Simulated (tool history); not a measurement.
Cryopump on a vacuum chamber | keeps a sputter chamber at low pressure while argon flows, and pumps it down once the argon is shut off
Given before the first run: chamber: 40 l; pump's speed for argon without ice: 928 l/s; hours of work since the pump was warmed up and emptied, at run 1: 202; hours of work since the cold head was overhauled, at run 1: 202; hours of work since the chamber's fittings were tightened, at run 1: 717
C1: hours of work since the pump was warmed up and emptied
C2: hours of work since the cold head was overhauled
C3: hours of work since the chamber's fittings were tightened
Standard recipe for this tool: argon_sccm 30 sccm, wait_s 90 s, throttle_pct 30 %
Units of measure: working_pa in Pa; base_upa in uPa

Run 1, day 0.000: usual settings; C1 202; C2 202; C3 717. Result: working_pa 0.1860 Pa, base_upa 3.21 uPa.
Run 2, day 0.496: usual settings; C1 212; C2 212; C3 726. Result: working_pa 0.1854 Pa, base_upa 3.31 uPa.
Run 3, day 1.125: usual settings; C1 224; C2 224; C3 739. Result: working_pa 0.1865 Pa, base_upa 3.29 uPa.
Run 4, day 1.404: usual settings; C1 229; C2 229; C3 744. Result: working_pa 0.1860 Pa, base_upa 3.31 uPa.
Run 5, day 1.992: usual settings; C1 241; C2 241; C3 756. Result: working_pa 0.1867 Pa, base_upa 3.38 uPa.
Run 6, day 2.250: usual settings; C1 246; C2 246; C3 761. Result: working_pa 0.1856 Pa, base_upa 3.34 uPa.
Run 7, day 2.542: usual settings; C1 251; C2 251; C3 766. Result: working_pa 0.1867 Pa, base_upa 3.32 uPa.
Run 8, day 3.050: usual settings; C1 261; C2 261; C3 776. Result: working_pa 0.1858 Pa, base_upa 3.32 uPa.
Run 9, day 3.608: usual settings; C1 272; C2 272; C3 787. Result: working_pa 0.1879 Pa, base_upa 3.56 uPa.
Run 10, day 4.125: usual settings; C1 282; C2 282; C3 797. Result: working_pa 0.1870 Pa, base_upa 3.53 uPa.
Run 11, day 4.683: usual settings; C1 293; C2 293; C3 808. Result: working_pa 0.1869 Pa, base_upa 3.58 uPa.
Run 12, day 5.121: usual settings but wait_s 23 s, throttle_pct 46 %; C1 302; C2 302; C3 817. Result: working_pa 0.1234 Pa, base_upa 5.67 uPa.
Run 13, day 5.388: usual settings but wait_s 23 s, throttle_pct 46 %; C1 307; C2 307; C3 822. Result: working_pa 0.1246 Pa, base_upa 5.72 uPa.
Run 14, day 5.783: usual settings but argon_sccm 55 sccm, throttle_pct 38 %; C1 315; C2 315; C3 830. Result: working_pa 0.2738 Pa, base_upa 3.73 uPa.
Run 15, day 6.212: usual settings but argon_sccm 16 sccm, wait_s 31 s, throttle_pct 41 %; C1 323; C2 323; C3 838. Result: working_pa 0.0743 Pa, base_upa 5.06 uPa.
Run 16, day 6.829: usual settings but argon_sccm 26 sccm, wait_s 156 s, throttle_pct 20 %; C1 335; C2 335; C3 850. Result: working_pa 0.2410 Pa, base_upa 3.52 uPa.
Run 17, day 7.192: usual settings but argon_sccm 26 sccm, wait_s 158 s, throttle_pct 24 %; C1 342; C2 342; C3 857. Result: working_pa 0.2019 Pa, base_upa 3.45 uPa.
Run 18, day 7.500: usual settings but argon_sccm 12 sccm, wait_s 113 s, throttle_pct 25 %; C1 348; C2 348; C3 863. Result: working_pa 0.0894 Pa, base_upa 3.63 uPa.
Run 19, day 7.971: usual settings but argon_sccm 43 sccm, throttle_pct 36 %; C1 357; C2 357; C3 872. Result: working_pa 0.2260 Pa, base_upa 3.85 uPa.
Run 20, day 8.417: usual settings but argon_sccm 43 sccm, throttle_pct 36 %; C1 366; C2 366; C3 881. Result: working_pa 0.2269 Pa, base_upa 3.94 uPa.
Run 21, day 9.021: usual settings but argon_sccm 43 sccm, throttle_pct 36 %; C1 378; C2 378; C3 893. Result: working_pa 0.2248 Pa, base_upa 3.88 uPa.
Run 22, day 9.471: usual settings but argon_sccm 15 sccm, wait_s 69 s, throttle_pct 34 %; C1 387; C2 387; C3 901. Result: working_pa 0.0844 Pa, base_upa 4.17 uPa.

Run by run, hidden condition taken away, random variation retained:
Hidden state present: pump's speed, % of a pump's without ice; cold plate's temperature, K; leak into the chamber, uPa l/s; drift of the gauge itself on working_pa, %; drift of the gauge itself on base_upa, %.
run  working_pa  base_upa
  1      0.1828      1.04
  2      0.1821      1.06
  3      0.1829      1.02
  4      0.1824      1.01
  5      0.1829      1.06
  6      0.1817      1.00
  7      0.1827      1.00
  8      0.1816      0.98
  9      0.1835      1.05
 10      0.1825      1.02
 11      0.1822      1.04
 12      0.1186      3.09
 13      0.1197      3.12
 14      0.2645      1.06
 15      0.0715      2.39
 16      0.2364      0.74
 17      0.1971      0.75
 18      0.0871      0.88
 19      0.2176      1.04
 20      0.2184      1.04
 21      0.2160      1.02
 22      0.0812      1.27
